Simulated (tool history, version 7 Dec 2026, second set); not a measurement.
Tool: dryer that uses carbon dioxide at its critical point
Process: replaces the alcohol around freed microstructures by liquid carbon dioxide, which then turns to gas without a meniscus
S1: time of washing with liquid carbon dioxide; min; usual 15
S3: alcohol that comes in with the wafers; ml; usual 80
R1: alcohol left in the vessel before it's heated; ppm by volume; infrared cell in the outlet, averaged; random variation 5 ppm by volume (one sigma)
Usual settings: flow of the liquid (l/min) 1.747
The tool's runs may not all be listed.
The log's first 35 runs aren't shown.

Run 36, hour 464.8: usual settings but flow of the liquid (l/min) 1.76, S3 96 ml. Result: R1 134 ppm by volume.
Run 37, hour 474.3: usual settings but S1 19 min, S3 119 ml. Result: R1 116 ppm by volume.
Run 38, hour 487.5: usual settings but S1 19 min, flow of the liquid (l/min) 1.29, S3 119 ml. Result: R1 195 ppm by volume.
Run 39, hour 496.8: usual settings but S1 19 min, flow of the liquid (l/min) 1.29, S3 119 ml. Result: R1 188 ppm by volume.
Run 40, hour 509.1: usual settings but S1 12 min, flow of the liquid (l/min) 1.29, S3 102 ml. Result: R1 811 ppm by volume.
Run 41, hour 527.9: usual settings but S1 12 min, flow of the liquid (l/min) 1.29, S3 102 ml. Result: R1 813 ppm by volume.
Run 42, hour 539.8: usual settings but S1 10 min, flow of the liquid (l/min) 1.72, S3 54 ml. Result: R1 357 ppm by volume.
Run 43, hour 549.9: usual settings but flow of the liquid (l/min) 1.16. Result: R1 455 ppm by volume.
Run 44, hour 566.7: usual settings but flow of the liquid (l/min) 1.16. Result: R1 487 ppm by volume.
Run 45, hour 579: usual settings but flow of the liquid (l/min) 1.16. Result: R1 492 ppm by volume.
Run 46, hour 594.3: usual settings but S1 16 min, flow of the liquid (l/min) 1.47. Result: R1 196 ppm by volume.
Run 47, hour 605.4: usual settings but S1 21 min, flow of the liquid (l/min) 2.53, S3 21 ml. Result: R1 103 ppm by volume.

Forecast each of these 3 alternatives for the next run:
Run A, hour 616.2: usual settings but S1 10 min, flow of the liquid (l/min) 1.35. Result: R1 ?.
Run B, hour 616.2: usual settings but S1 23 min, flow of the liquid (l/min) 1.11, S3 48 ml. Result: R1 ?.
Run C, hour 616.2: usual settings but S1 11 min, flow of the liquid (l/min) 1.84, S3 27 ml. Result: R1 ?.

run    R1
  A  1041
  B   144
  C   177
Without the tool's hidden state the same runs would have given:
run   R1
  A  808
  B   37
  C   63

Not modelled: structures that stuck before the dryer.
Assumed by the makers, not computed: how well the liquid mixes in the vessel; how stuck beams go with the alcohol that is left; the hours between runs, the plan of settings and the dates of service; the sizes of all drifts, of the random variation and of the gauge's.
